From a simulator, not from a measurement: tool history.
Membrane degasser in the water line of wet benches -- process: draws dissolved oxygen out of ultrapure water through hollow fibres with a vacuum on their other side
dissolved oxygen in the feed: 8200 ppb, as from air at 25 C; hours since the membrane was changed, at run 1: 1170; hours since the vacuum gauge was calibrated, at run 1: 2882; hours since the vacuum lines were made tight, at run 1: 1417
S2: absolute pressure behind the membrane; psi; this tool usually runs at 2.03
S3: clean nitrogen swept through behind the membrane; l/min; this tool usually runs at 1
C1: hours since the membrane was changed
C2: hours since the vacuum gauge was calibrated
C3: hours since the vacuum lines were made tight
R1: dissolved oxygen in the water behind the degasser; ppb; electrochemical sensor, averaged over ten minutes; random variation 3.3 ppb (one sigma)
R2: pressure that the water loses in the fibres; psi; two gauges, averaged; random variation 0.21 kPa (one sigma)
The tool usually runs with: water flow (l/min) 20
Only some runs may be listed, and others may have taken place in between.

{"run": 1, "day": 0.0, "water flow (l/min)": 20, "S2": 2.03, "S3": 1, "C1": 1170, "C2": 2882, "C3": 1417, "R1": 504.5, "R2": 6.795}
{"run": 2, "day": 5.612, "water flow (l/min)": 20, "S2": 5.02, "S3": 1, "C1": 1305, "C2": 3016, "C3": 1552, "R1": 1261.4, "R2": 6.802}
{"run": 3, "day": 10.421, "water flow (l/min)": 20, "S2": 2.92, "S3": 1, "C1": 1420, "C2": 3132, "C3": 1667, "R1": 737.3, "R2": 6.834}
{"run": 4, "day": 14.825, "water flow (l/min)": 20, "S2": 2.92, "S3": 1, "C1": 1526, "C2": 3238, "C3": 1773, "R1": 734.8, "R2": 6.825}
{"run": 5, "day": 18.946, "water flow (l/min)": 20, "S2": 2.92, "S3": 1, "C1": 1625, "C2": 3336, "C3": 1872, "R1": 750.3, "R2": 6.86}
{"run": 6, "day": 22.479, "water flow (l/min)": 20, "S2": 2.03, "S3": 1, "C1": 1710, "C2": 3421, "C3": 1956, "R1": 509, "R2": 6.891}
{"run": 7, "day": 27.45, "water flow (l/min)": 28, "S2": 2.03, "S3": 1, "C1": 1829, "C2": 3541, "C3": 2076, "R1": 768.4, "R2": 9.601}
{"run": 8, "day": 31.954, "water flow (l/min)": 28, "S2": 2.03, "S3": 1, "C1": 1937, "C2": 3649, "C3": 2184, "R1": 761.5, "R2": 9.58}
{"run": 9, "day": 34.671, "water flow (l/min)": 26, "S2": 2.03, "S3": 1, "C1": 2002, "C2": 3714, "C3": 2249, "R1": 693.5, "R2": 8.931}
{"run": 10, "day": 38.862, "water flow (l/min)": 26, "S2": 2.03, "S3": 1, "C1": 2103, "C2": 3814, "C3": 2349, "R1": 692.7, "R2": 8.869}
{"day": 39.35, "done": "vacuum gauge calibrated"}
{"run": 11, "day": 44.817, "water flow (l/min)": 26, "S2": 2.03, "S3": 1, "C1": 2245, "C2": 131, "C3": 2492, "R1": 695.9, "R2": 8.953}
{"run": 12, "day": 49.262, "water flow (l/min)": 20, "S2": 2.03, "S3": 1, "C1": 2352, "C2": 238, "C3": 2599, "R1": 508.9, "R2": 6.873}
{"run": 13, "day": 54.912, "water flow (l/min)": 20, "S2": 3.8, "S3": 1, "C1": 2488, "C2": 373, "C3": 2734, "R1": 973.3, "R2": 6.921}
{"run": 14, "day": 57.996, "water flow (l/min)": 20, "S2": 3.8, "S3": 1, "C1": 2562, "C2": 448, "C3": 2808, "R1": 967.7, "R2": 6.94}
{"run": 15, "day": 62.029, "water flow (l/min)": 20, "S2": 2.03, "S3": 1, "C1": 2658, "C2": 544, "C3": 2905, "R1": 513.9, "R2": 6.927}
{"run": 16, "day": 64.446, "water flow (l/min)": 20, "S2": 2.03, "S3": 1, "C1": 2716, "C2": 602, "C3": 2963, "R1": 507, "R2": 6.895}
{"run": 17, "day": 68.429, "water flow (l/min)": 20, "S2": 2.03, "S3": 1, "C1": 2812, "C2": 698, "C3": 3059, "R1": 509.2, "R2": 6.946}
{"run": 18, "day": 73.196, "water flow (l/min)": 14, "S2": 1.83, "S3": 1, "C1": 2926, "C2": 812, "C3": 3173, "R1": 313, "R2": 4.898}
{"day": 74.204, "done": "vacuum gauge calibrated, once more"}
{"run": 19, "day": 78.283, "water flow (l/min)": 18, "S2": 4.31, "S3": 0.45, "C1": 3048, "C2": 98, "C3": 3295, "R1": 1771.1, "R2": 6.25}
{"run": 20, "day": 81.483, "water flow (l/min)": 13, "S2": 4.31, "S3": 0.89, "C1": 3125, "C2": 175, "C3": 3371, "R1": 817.3, "R2": 4.485}
{"run": 21, "day": 86.067, "water flow (l/min)": 13, "S2": 4.31, "S3": 0.89, "C1": 3235, "C2": 285, "C3": 3481, "R1": 826.1, "R2": 4.569}
{"run": 22, "day": 90.471, "water flow (l/min)": 30, "S2": 4.48, "S3": 0.71, "C1": 3341, "C2": 390, "C3": 3587, "R1": 2040.6, "R2": 10.483}
{"run": 23, "day": 94.5, "water flow (l/min)": 30, "S2": 4.48, "S3": 0.71, "C1": 3437, "C2": 487, "C3": 3684, "R1": 2025.3, "R2": 10.395}
{"run": 24, "day": 99.192, "water flow (l/min)": 29, "S2": 4.48, "S3": 1.38, "C1": 3550, "C2": 600, "C3": 3796, "R1": 1287.2, "R2": 10.121}
{"run": 25, "day": 101.812, "water flow (l/min)": 27, "S2": 1.71, "S3": 2.9, "C1": 3613, "C2": 663, "C3": 3859, "R1": 343.8, "R2": 9.407}
{"run": 26, "day": 104.775, "water flow (l/min)": 20, "S2": 2.84, "S3": 1, "C1": 3684, "C2": 734, "C3": 3930, "R1": 728.3, "R2": 7.026}
{"run": 27, "day": 109.092, "water flow (l/min)": 20, "S2": 2.84, "S3": 1, "C1": 3787, "C2": 837, "C3": 4034, "R1": 734, "R2": 6.982}
{"run": 28, "day": 113.35, "water flow (l/min)": 14, "S2": 2.84, "S3": 0.62, "C1": 3890, "C2": 940, "C3": 4136, "R1": 762.3, "R2": 4.888}
{"run": 29, "day": 118.746, "water flow (l/min)": 20, "S2": 5.05, "S3": 1, "C1": 4019, "C2": 1069, "C3": 4266, "R1": 1281.2, "R2": 7.037}
{"run": 30, "day": 122.471, "water flow (l/min)": 20, "S2": 5.05, "S3": 1, "C1": 4109, "C2": 1158, "C3": 4355, "R1": 1281.8, "R2": 6.994}
{"run": 31, "day": 127.408, "water flow (l/min)": 20, "S2": 3.52, "S3": 1, "C1": 4227, "C2": 1277, "C3": 4474, "R1": 902.2, "R2": 7.052}

The same runs without the tool's hidden state, with the same run-to-run variation:
Hidden state present: membrane still open, %; true pressure behind the membrane over the reading, kPa; air that leaks in behind the membrane, l/min; drift of the gauge itself on oxygen_ppb, %; drift of the gauge itself on loss_of_pressure_kpa, %.
run=1 R1=498 R2=6.728
run=2 R1=1253.3 R2=6.727
run=3 R1=729.7 R2=6.752
run=4 R1=726.7 R2=6.736
run=5 R1=741.7 R2=6.765
run=6 R1=500.5 R2=6.789
run=7 R1=753.2 R2=9.452
run=8 R1=745.6 R2=9.42
run=9 R1=678.9 R2=8.776
run=10 R1=677.5 R2=8.707
run=11 R1=676.2 R2=8.779
run=12 R1=495 R2=6.733
run=13 R1=958.1 R2=6.772
run=14 R1=952.3 R2=6.788
run=15 R1=498.8 R2=6.767
run=16 R1=491.9 R2=6.734
run=17 R1=493.7 R2=6.778
run=18 R1=302.8 R2=4.775
run=19 R1=1762.2 R2=6.086
run=20 R1=807.4 R2=4.363
run=21 R1=815.7 R2=4.441
run=22 R1=2021 R2=10.18
run=23 R1=2005.2 R2=10.084
run=24 R1=1263.7 R2=9.81
run=25 R1=323 R2=9.111
run=26 R1=715.5 R2=6.802
run=27 R1=720.6 R2=6.754
run=28 R1=752.3 R2=4.724
run=29 R1=1264 R2=6.794
run=30 R1=1264.2 R2=6.746
run=31 R1=886.3 R2=6.795

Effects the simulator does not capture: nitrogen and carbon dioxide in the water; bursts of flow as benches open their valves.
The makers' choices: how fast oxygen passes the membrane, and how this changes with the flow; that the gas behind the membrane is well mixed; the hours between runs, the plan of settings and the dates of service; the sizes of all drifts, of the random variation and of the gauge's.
